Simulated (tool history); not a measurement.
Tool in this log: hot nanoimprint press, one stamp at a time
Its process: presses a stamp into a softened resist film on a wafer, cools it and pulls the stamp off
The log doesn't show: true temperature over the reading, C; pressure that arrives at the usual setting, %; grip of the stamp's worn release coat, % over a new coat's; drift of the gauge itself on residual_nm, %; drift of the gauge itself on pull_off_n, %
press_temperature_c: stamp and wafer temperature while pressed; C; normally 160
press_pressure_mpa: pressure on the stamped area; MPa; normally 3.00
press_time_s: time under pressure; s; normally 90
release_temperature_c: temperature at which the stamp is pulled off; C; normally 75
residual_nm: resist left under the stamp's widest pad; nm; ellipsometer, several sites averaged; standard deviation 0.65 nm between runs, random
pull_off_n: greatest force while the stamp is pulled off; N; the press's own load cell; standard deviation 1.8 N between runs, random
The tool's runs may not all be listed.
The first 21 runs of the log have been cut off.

run	hour	press_temperature_c	press_pressure_mpa	press_time_s	release_temperature_c	hours of work since the thermocouple was calibrated	imprints on the stamp's release coat	hours of work since the press's seals were changed	residual_nm	pull_off_n
22	211.4	160	2.07	124	75	221	1342	241	212.8	155
23	220.5	166	4.63	124	79	226	1382	246	112.0	140
# hour 226.8: gauge calibrated
24	228.1	166	3.11	144	71	231	1416	251	136.8	170
25	236.0	160	4.30	156	80	236	1451	256	138.2	135
26	249.5	149	3.00	90	82	244	1510	264	271.6	132
27	260.2	170	1.87	90	75	250	1557	271	186.2	154
28	270.3	170	1.87	90	75	257	1602	277	185.6	157
29	278.1	168	3.00	90	75	261	1636	282	153.4	155
30	286.2	152	3.00	90	69	266	1672	287	251.9	176

What if the next run were any one of these 3? Each begins from the tool's condition after run 30:
# hour 293.4: stamp cleaned and given a new release coat
A	302.9	160	3.00	62	75	273	42	293	?	?
# hour 293.4: stamp cleaned and given a new release coat
B	302.9	156	2.38	66	75	273	42	293	?	?
# hour 293.4: stamp cleaned and given a new release coat
C	302.9	159	3.00	90	75	273	42	293	?	?

run	residual_nm	pull_off_n
A	218.9	149
B	262.4	153
C	204.1	152
The same runs, with their run-to-run variation unchanged, on a tool lacking any hidden condition would have given:
run	residual_nm	pull_off_n
A	220.2	149
B	264.0	153
C	205.3	152
